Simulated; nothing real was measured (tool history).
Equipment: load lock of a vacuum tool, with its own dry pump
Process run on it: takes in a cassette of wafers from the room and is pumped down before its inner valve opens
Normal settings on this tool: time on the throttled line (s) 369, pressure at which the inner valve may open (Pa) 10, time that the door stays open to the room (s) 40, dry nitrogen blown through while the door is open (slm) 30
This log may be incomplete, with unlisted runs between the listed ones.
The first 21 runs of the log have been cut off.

| run | day | time on the throttled line (s) | pressure at which the inner valve may open (Pa) | time that the door stays open to the room (s) | dry nitrogen blown through while the door is open (slm) | hours that the pump has run since its overhaul | times that the door has closed on its seal | incoming humidity of the room's air, % | time from the closed door until the inner valve may open (s) | rise of the pressure with all valves shut (Pa/min) |
|---|---|---|---|---|---|---|---|---|---|---|
| 22 | 78.25 | 369 | 10 | 40 | 13 | 8698 | 18383 | 46.3 | 550.8 | 0.069 |
| 23 | 80.983 | 240 | 10 | 29 | 13 | 8764 | 18560 | 45.8 | 445.8 | 0.068 |
| 24 | 84.9 | 369 | 9 | 40 | 30 | 8858 | 18812 | 43.5 | 555.4 | 0.062 |
| 25 | 89.988 | 369 | 9 | 79 | 6 | 8980 | 19140 | 45.6 | 557.3 | 0.084 |
| 26 | 95.2 | 369 | 9 | 79 | 6 | 9105 | 19476 | 45.4 | 553.7 | 0.09 |
| 27 | 100.767 | 612 | 10 | 114 | 5 | 9238 | 19834 | 41.8 | 759.8 | 0.09 |
| 28 | 105.638 | 186 | 10 | 40 | 36 | 9355 | 20148 | 43.6 | 407.6 | 0.066 |
|  | 108.042 | dry pump taken out, an overhauled one fitted |
| 29 | 108.217 | 186 | 13 | 137 | 4 | 4 | 20298 | 44.9 | 345.8 | 0.1 |
| 30 | 111.95 | 369 | 10 | 44 | 11 | 94 | 20539 | 43.1 | 507.2 | 0.081 |
| 31 | 116.396 | 568 | 7 | 238 | 40 | 200 | 20825 | 46.7 | 696.6 | 0.085 |
| 32 | 119.896 | 568 | 7 | 238 | 40 | 284 | 21051 | 41.3 | 692.6 | 0.084 |
| 33 | 124.575 | 568 | 7 | 238 | 40 | 397 | 21353 | 42.1 | 690.6 | 0.089 |
| 34 | 127.129 | 330 | 20 | 51 | 6 | 458 | 21517 | 41.5 | 460.1 | 0.089 |
| 35 | 130.308 | 330 | 20 | 33 | 9 | 534 | 21722 | 45.2 | 460.1 | 0.081 |
| 36 | 132.871 | 369 | 19 | 35 | 19 | 596 | 21887 | 48.9 | 493 | 0.083 |
| 37 | 136.575 | 369 | 19 | 35 | 19 | 685 | 22126 | 46.7 | 495.4 | 0.087 |
| 38 | 141.367 | 369 | 19 | 35 | 6 | 800 | 22435 | 46.4 | 498.7 | 0.095 |

3 options for the next run, each taken on its own from the tool as it stands now. Forecast them:
| A | 145.379 | 369 | 17 | 91 | 30 | 896 | 22693 | 40.8 | ? | ? |
| B | 145.379 | 369 | 10 | 27 | 30 | 896 | 22693 | 45.3 | ? | ? |
| C | 145.379 | 369 | 10 | 40 | 12 | 896 | 22693 | 43.1 | ? | ? |

| run | time from the closed door until the inner valve may open (s) | rise of the pressure with all valves shut (Pa/min) |
|---|---|---|
| A | 504.6 | 0.089 |
| B | 506.8 | 0.081 |
| C | 509.3 | 0.084 |
What these runs would have given with no unlogged condition in the tool:
| run | time from the closed door until the inner valve may open (s) | rise of the pressure with all valves shut (Pa/min) |
|---|---|---|
| A | 501 | 0.017 |
| B | 503.4 | 0.008 |
| C | 505.5 | 0.013 |
